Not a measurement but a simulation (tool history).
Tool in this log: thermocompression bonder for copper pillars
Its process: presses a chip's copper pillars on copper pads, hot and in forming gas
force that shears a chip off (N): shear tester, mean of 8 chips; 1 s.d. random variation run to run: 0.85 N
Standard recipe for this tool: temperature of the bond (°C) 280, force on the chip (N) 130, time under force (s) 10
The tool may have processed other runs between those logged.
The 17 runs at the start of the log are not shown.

run   hour  temperature of the bond (°C)  force on the chip (N)  time under force (s)  hours of work since the heater was calibrated  hours of work since the force cell was calibrated  hours of work since the gas filter was changed  force that shears a chip off (N)
 18  155.9                           300                    171                    10                                             99                                                114                                             134                              90.9
 19  164.6                           295                    155                     7                                            103                                                118                                             138                              80.0
 20  173.1                           303                    126                    11                                            106                                                122                                             142                              85.0
 21  179.6                           299                     89                    23                                            109                                                125                                             145                              79.6
 22  185.4                           309                    130                    11                                            112                                                128                                             148                              88.1
 23  197.1                           275                    130                    10                                            117                                                133                                             153                              65.0
 24  201.9                           280                    133                    24                                            119                                                135                                             155                              85.6
 25  208.0                           280                    133                    24                                            122                                                138                                             158                              86.5
 26  216.4                           288                    149                    21                                            126                                                142                                             161                              91.6
 27  222.0                           288                    149                    21                                            128                                                144                                             164                              91.4
 28  230.2                           307                    137                    24                                            132                                                148                                             168                              97.7
 29  239.9                           252                    130                    15                                            136                                                152                                             172                              54.9
 30  249.9                           280                    130                    21                                            141                                                157                                             176                              81.4
 31  255.1                           287                    138                    10                                            143                                                159                                             179                              75.2
 32  265.5                           287                    138                    10                                            148                                                164                                             183                              75.9
 33  276.5                           276                    130                    13                                            153                                                168                                             188                              70.7
 34  287.6                           280                    130                    21                                            158                                                173                                             193                              82.0

Here are 5 independent what-if runs from the current tool condition. What would each one return?
  A  296.7                           280                     84                    21                                            162                                                178                                             197                                 ?
  B  296.7                           293                    177                     6                                            162                                                178                                             197                                 ?
  C  296.7                           255                    130                    10                                            162                                                178                                             197                                 ?
  D  296.7                           290                    106                     9                                            162                                                178                                             197                                 ?
  E  296.7                           280                    130                    25                                            162                                                178                                             197                                 ?

run  force that shears a chip off (N)
  A                              61.5
  B                              78.9
  C                              48.7
  D                              64.7
  E                              83.4
With no hidden state in the tool, these same runs would have given:
run  force that shears a chip off (N)
  A                              64.7
  B                              84.1
  C                              50.7
  D                              68.1
  E                              89.1
